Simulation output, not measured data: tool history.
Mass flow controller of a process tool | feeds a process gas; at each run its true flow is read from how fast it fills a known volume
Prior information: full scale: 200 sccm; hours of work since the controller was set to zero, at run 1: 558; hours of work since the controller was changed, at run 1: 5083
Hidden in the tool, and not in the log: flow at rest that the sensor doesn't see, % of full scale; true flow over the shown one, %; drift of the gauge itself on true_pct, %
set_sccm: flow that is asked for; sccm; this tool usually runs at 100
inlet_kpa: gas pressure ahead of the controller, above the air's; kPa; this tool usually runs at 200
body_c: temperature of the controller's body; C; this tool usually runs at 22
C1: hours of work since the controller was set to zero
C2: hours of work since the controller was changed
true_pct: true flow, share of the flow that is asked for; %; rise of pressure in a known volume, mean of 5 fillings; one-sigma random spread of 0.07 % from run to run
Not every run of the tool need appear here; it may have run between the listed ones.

{"run": 1, "hour": 0.0, "set_sccm": 100, "inlet_kpa": 200, "body_c": 22, "C1": 558, "C2": 5083, "true_pct": 98.04}
{"run": 2, "hour": 143.6, "set_sccm": 100, "inlet_kpa": 200, "body_c": 22, "C1": 672, "C2": 5197, "true_pct": 98.24}
{"run": 3, "hour": 323.1, "set_sccm": 100, "inlet_kpa": 200, "body_c": 22, "C1": 815, "C2": 5340, "true_pct": 98.43}
{"run": 4, "hour": 437.6, "set_sccm": 100, "inlet_kpa": 200, "body_c": 22, "C1": 905, "C2": 5430, "true_pct": 98.27}
{"run": 5, "hour": 595.9, "set_sccm": 100, "inlet_kpa": 200, "body_c": 22, "C1": 1031, "C2": 5556, "true_pct": 98.47}
{"run": 6, "hour": 727.0, "set_sccm": 100, "inlet_kpa": 200, "body_c": 22, "C1": 1135, "C2": 5660, "true_pct": 98.5}
{"run": 7, "hour": 836.5, "set_sccm": 100, "inlet_kpa": 200, "body_c": 22, "C1": 1222, "C2": 5746, "true_pct": 98.66}
{"run": 8, "hour": 937.7, "set_sccm": 100, "inlet_kpa": 200, "body_c": 22, "C1": 1302, "C2": 5827, "true_pct": 98.79}
{"run": 9, "hour": 1046.1, "set_sccm": 100, "inlet_kpa": 200, "body_c": 40, "C1": 1388, "C2": 5913, "true_pct": 100.27}
{"run": 10, "hour": 1183.0, "set_sccm": 100, "inlet_kpa": 200, "body_c": 40, "C1": 1496, "C2": 6021, "true_pct": 100.4}
{"run": 11, "hour": 1366.4, "set_sccm": 100, "inlet_kpa": 200, "body_c": 40, "C1": 1642, "C2": 6167, "true_pct": 100.42}
{"run": 12, "hour": 1500.3, "set_sccm": 100, "inlet_kpa": 200, "body_c": 40, "C1": 1748, "C2": 6273, "true_pct": 100.76}
{"run": 13, "hour": 1586.3, "set_sccm": 100, "inlet_kpa": 200, "body_c": 24, "C1": 1816, "C2": 6341, "true_pct": 99.4}
{"run": 14, "hour": 1679.1, "set_sccm": 28, "inlet_kpa": 205, "body_c": 33, "C1": 1889, "C2": 6414, "true_pct": 98.84}
{"run": 15, "hour": 1804.1, "set_sccm": 32, "inlet_kpa": 150, "body_c": 33, "C1": 1989, "C2": 6513, "true_pct": 99.42}
{"run": 16, "hour": 1961.1, "set_sccm": 32, "inlet_kpa": 150, "body_c": 33, "C1": 2113, "C2": 6638, "true_pct": 99.48}
{"run": 17, "hour": 2041.8, "set_sccm": 32, "inlet_kpa": 150, "body_c": 33, "C1": 2177, "C2": 6702, "true_pct": 99.44}
{"run": 18, "hour": 2154.9, "set_sccm": 33, "inlet_kpa": 158, "body_c": 30, "C1": 2267, "C2": 6792, "true_pct": 99.24}
{"run": 19, "hour": 2251.3, "set_sccm": 33, "inlet_kpa": 158, "body_c": 30, "C1": 2343, "C2": 6868, "true_pct": 99.35}
{"run": 20, "hour": 2411.5, "set_sccm": 130, "inlet_kpa": 202, "body_c": 30, "C1": 2470, "C2": 6995, "true_pct": 101.05}
{"run": 21, "hour": 2582.7, "set_sccm": 100, "inlet_kpa": 243, "body_c": 26, "C1": 2606, "C2": 7131, "true_pct": 99.99}
{"run": 22, "hour": 2684.1, "set_sccm": 27, "inlet_kpa": 200, "body_c": 28, "C1": 2686, "C2": 7211, "true_pct": 99.23}
{"run": 23, "hour": 2867.3, "set_sccm": 145, "inlet_kpa": 268, "body_c": 37, "C1": 2831, "C2": 7356, "true_pct": 101.67}
{"run": 24, "hour": 3026.2, "set_sccm": 145, "inlet_kpa": 268, "body_c": 37, "C1": 2957, "C2": 7482, "true_pct": 101.83}
{"run": 25, "hour": 3175.8, "set_sccm": 96, "inlet_kpa": 278, "body_c": 22, "C1": 3076, "C2": 7601, "true_pct": 99.82}

Below, each run's measurement less what the same run would have read without the hidden state. Both values contain the same run-to-run variation, but the gauge's scatter may not be the same in both:
run=1 true_pct=+0.01
run=2 true_pct=+0.1
run=3 true_pct=+0.23
run=4 true_pct=+0.32
run=5 true_pct=+0.42
run=6 true_pct=+0.52
run=7 true_pct=+0.6
run=8 true_pct=+0.66
run=9 true_pct=+0.76
run=10 true_pct=+0.85
run=11 true_pct=+0.99
run=12 true_pct=+1.08
run=13 true_pct=+1.13
run=14 true_pct=+1.17
run=15 true_pct=+1.27
run=16 true_pct=+1.38
run=17 true_pct=+1.43
run=18 true_pct=+1.51
run=19 true_pct=+1.57
run=20 true_pct=+1.73
run=21 true_pct=+1.83
run=22 true_pct=+1.87
run=23 true_pct=+2.07
run=24 true_pct=+2.18
run=25 true_pct=+2.23
